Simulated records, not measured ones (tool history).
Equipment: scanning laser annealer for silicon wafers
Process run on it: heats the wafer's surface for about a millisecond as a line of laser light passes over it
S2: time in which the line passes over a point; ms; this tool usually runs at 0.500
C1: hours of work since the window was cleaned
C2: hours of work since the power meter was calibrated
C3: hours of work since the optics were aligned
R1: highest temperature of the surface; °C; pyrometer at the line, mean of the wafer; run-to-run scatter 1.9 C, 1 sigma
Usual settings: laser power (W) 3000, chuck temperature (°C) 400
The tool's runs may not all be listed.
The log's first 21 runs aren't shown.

{"run": 22, "hour": 254.4, "laser power (W)": 3129, "S2": 0.503, "chuck temperature (°C)": 400, "C1": 821, "C2": 361, "C3": 519, "R1": 1141}
{"run": 23, "hour": 262.2, "laser power (W)": 3212, "S2": 0.548, "chuck temperature (°C)": 391, "C1": 824, "C2": 365, "C3": 522, "R1": 1192}
{"run": 24, "hour": 269.3, "laser power (W)": 3036, "S2": 0.401, "chuck temperature (°C)": 406, "C1": 828, "C2": 369, "C3": 526, "R1": 1046}
{"hour": 280.2, "done": "window over the wafer cleaned"}
{"run": 25, "hour": 288.1, "laser power (W)": 3036, "S2": 0.401, "chuck temperature (°C)": 406, "C1": 4, "C2": 377, "C3": 534, "R1": 1079}
{"run": 26, "hour": 304.1, "laser power (W)": 3125, "S2": 0.425, "chuck temperature (°C)": 406, "C1": 12, "C2": 385, "C3": 542, "R1": 1119}
{"run": 27, "hour": 312.1, "laser power (W)": 3125, "S2": 0.425, "chuck temperature (°C)": 406, "C1": 16, "C2": 389, "C3": 546, "R1": 1119}
{"run": 28, "hour": 325.0, "laser power (W)": 3125, "S2": 0.41, "chuck temperature (°C)": 406, "C1": 22, "C2": 395, "C3": 552, "R1": 1100}
{"run": 29, "hour": 336.4, "laser power (W)": 3125, "S2": 0.41, "chuck temperature (°C)": 406, "C1": 28, "C2": 401, "C3": 558, "R1": 1103}
{"run": 30, "hour": 345.0, "laser power (W)": 3000, "S2": 0.512, "chuck temperature (°C)": 380, "C1": 32, "C2": 405, "C3": 562, "R1": 1137}
{"run": 31, "hour": 354.6, "laser power (W)": 3000, "S2": 0.512, "chuck temperature (°C)": 380, "C1": 37, "C2": 410, "C3": 567, "R1": 1132}
{"run": 32, "hour": 363.4, "laser power (W)": 2877, "S2": 0.588, "chuck temperature (°C)": 367, "C1": 41, "C2": 414, "C3": 571, "R1": 1149}
{"run": 33, "hour": 375.9, "laser power (W)": 2877, "S2": 0.588, "chuck temperature (°C)": 367, "C1": 47, "C2": 420, "C3": 577, "R1": 1150}
{"run": 34, "hour": 386.0, "laser power (W)": 2924, "S2": 0.5, "chuck temperature (°C)": 400, "C1": 52, "C2": 425, "C3": 582, "R1": 1127}
{"run": 35, "hour": 395.8, "laser power (W)": 2890, "S2": 0.5, "chuck temperature (°C)": 400, "C1": 57, "C2": 430, "C3": 587, "R1": 1120}
{"run": 36, "hour": 404.5, "laser power (W)": 2765, "S2": 0.533, "chuck temperature (°C)": 400, "C1": 61, "C2": 434, "C3": 592, "R1": 1116}
{"run": 37, "hour": 416.3, "laser power (W)": 3000, "S2": 0.436, "chuck temperature (°C)": 400, "C1": 67, "C2": 440, "C3": 597, "R1": 1092}
{"run": 38, "hour": 428.9, "laser power (W)": 3000, "S2": 0.436, "chuck temperature (°C)": 400, "C1": 73, "C2": 446, "C3": 604, "R1": 1092}
{"run": 39, "hour": 441.3, "laser power (W)": 2998, "S2": 0.5, "chuck temperature (°C)": 400, "C1": 79, "C2": 452, "C3": 610, "R1": 1139}
{"run": 40, "hour": 457.6, "laser power (W)": 3010, "S2": 0.598, "chuck temperature (°C)": 418, "C1": 87, "C2": 460, "C3": 618, "R1": 1243}
{"run": 41, "hour": 473.6, "laser power (W)": 3033, "S2": 0.359, "chuck temperature (°C)": 428, "C1": 95, "C2": 468, "C3": 626, "R1": 1056}

Forecast each of these 4 alternatives for the next run:
{"run": "A", "hour": 480.7, "laser power (W)": 2840, "S2": 0.5, "chuck temperature (°C)": 375, "C1": 99, "C2": 472, "C3": 629, "R1": "?"}
{"run": "B", "hour": 480.7, "laser power (W)": 2724, "S2": 0.5, "chuck temperature (°C)": 400, "C1": 99, "C2": 472, "C3": 629, "R1": "?"}
{"run": "C", "hour": 480.7, "laser power (W)": 3294, "S2": 0.417, "chuck temperature (°C)": 439, "C1": 99, "C2": 472, "C3": 629, "R1": "?"}
{"run": "D", "hour": 480.7, "laser power (W)": 2677, "S2": 0.403, "chuck temperature (°C)": 389, "C1": 99, "C2": 472, "C3": 629, "R1": "?"}

run=A R1=1079
run=B R1=1077
run=C R1=1174
run=D R1=980
With the hidden condition removed and each run's random variation left untouched, the same runs would have given:
run=A R1=1091
run=B R1=1088
run=C R1=1186
run=D R1=990

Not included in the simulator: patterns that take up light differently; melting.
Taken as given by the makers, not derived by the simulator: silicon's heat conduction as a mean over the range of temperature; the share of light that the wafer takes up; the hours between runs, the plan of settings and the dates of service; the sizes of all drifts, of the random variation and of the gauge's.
